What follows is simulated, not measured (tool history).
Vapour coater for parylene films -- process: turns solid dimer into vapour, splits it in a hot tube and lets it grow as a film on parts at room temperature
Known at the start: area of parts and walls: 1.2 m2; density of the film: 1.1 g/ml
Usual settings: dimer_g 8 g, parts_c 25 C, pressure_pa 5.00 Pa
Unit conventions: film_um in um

| run | day | dimer_g | parts_c | pressure_pa | film_um |
|---|---|---|---|---|---|
| 1 | 0.000 | 8 | 25 | 5.00 | 2.79 |
| 2 | 1.854 | 8 | 25 | 5.00 | 2.71 |
| 3 | 3.958 | 8 | 25 | 5.00 | 2.75 |
| 4 | 5.288 | 8 | 21 | 5.00 | 3.16 |
| 5 | 7.446 | 8 | 25 | 7.54 | 2.51 |
| 6 | 8.558 | 8 | 25 | 11.81 | 2.36 |
| 7 | 11.071 | 8 | 25 | 11.81 | 2.35 |
| 8 | 13.500 | 8 | 25 | 11.81 | 2.36 |
| 9 | 15.042 | 8 | 25 | 11.81 | 2.33 |
| 10 | 16.325 | 8 | 25 | 11.81 | 2.33 |
| 11 | 18.079 | 12 | 37 | 5.00 | 2.39 |
| 12 | 20.225 | 14 | 25 | 11.89 | 3.97 |
|  | 22.312 | trap's valve overhauled |
| 13 | 22.812 | 8 | 18 | 5.00 | 3.76 |
| 14 | 24.896 | 8 | 18 | 5.00 | 3.76 |

Run 15 is up next; what results do you expect?
| 15 | 26.321 | 4 | 18 | 6.61 | ? |

Run 15 produced film_um 1.80 um.
The same run, on a tool lacking any hidden state, would have yielded film_um 1.85 um.
